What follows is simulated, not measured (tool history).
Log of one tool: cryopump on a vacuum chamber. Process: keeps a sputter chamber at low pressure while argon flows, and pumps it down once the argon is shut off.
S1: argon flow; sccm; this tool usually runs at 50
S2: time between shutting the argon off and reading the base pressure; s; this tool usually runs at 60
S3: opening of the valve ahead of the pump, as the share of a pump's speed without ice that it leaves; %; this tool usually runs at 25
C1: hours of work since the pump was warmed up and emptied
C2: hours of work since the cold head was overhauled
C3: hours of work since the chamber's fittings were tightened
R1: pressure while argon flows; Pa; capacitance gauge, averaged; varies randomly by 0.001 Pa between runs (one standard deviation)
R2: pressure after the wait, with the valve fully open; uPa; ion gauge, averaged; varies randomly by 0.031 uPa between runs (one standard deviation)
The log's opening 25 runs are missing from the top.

run 26 hour=316.7 | S1=28 S2=98 S3=27 | C1=482 C2=482 C3=1720 | R1=0.1227 R2=2.1
run 27 hour=336 | S1=66 S2=60 S3=29 | C1=498 C2=498 C3=1737 | R1=0.2747 R2=2.56
run 28 hour=350 | S1=95 S2=280 S3=29 | C1=510 C2=510 C3=1749 | R1=0.3943 R2=1.57
run 29 hour=369.6 | S1=50 S2=53 S3=28 | C1=527 C2=527 C3=1765 | R1=0.2144 R2=2.79
run 30 hour=377.7 | S1=50 S2=23 S3=38 | C1=534 C2=534 C3=1772 | R1=0.1618 R2=4.82
run 31 hour=393.1 | S1=26 S2=60 S3=25 | C1=547 C2=547 C3=1785 | R1=0.125 R2=2.72
run 32 hour=407.2 | S1=95 S2=72 S3=25 | C1=559 C2=559 C3=1797 | R1=0.4565 R2=2.38
-- hour=416.4 leaking fittings of the chamber tightened, without venting
run 33 hour=423.3 | S1=22 S2=72 S3=53 | C1=571 C2=571 C3=6 | R1=0.0529 R2=1.45
run 34 hour=434.8 | S1=21 S2=218 S3=54 | C1=581 C2=581 C3=16 | R1=0.0495 R2=0.64

Branching from run 34: 3 alternative next runs. What would each branch give?
run A hour=452.4 | S1=71 S2=21 S3=25 | C1=596 C2=596 C3=31 | R1=? R2=?
run B hour=452.4 | S1=21 S2=287 S3=54 | C1=596 C2=596 C3=31 | R1=? R2=?
run C hour=452.4 | S1=34 S2=218 S3=19 | C1=596 C2=596 C3=31 | R1=? R2=?

run=A R1=0.3418 R2=4.29
run=B R1=0.0501 R2=0.58
run=C R1=0.2127 R2=0.7
Stripped of hidden state, with their random variation kept, the same runs would have yielded:
run=A R1=0.3212 R2=4.18
run=B R1=0.044 R2=0.47
run=C R1=0.2028 R2=0.59

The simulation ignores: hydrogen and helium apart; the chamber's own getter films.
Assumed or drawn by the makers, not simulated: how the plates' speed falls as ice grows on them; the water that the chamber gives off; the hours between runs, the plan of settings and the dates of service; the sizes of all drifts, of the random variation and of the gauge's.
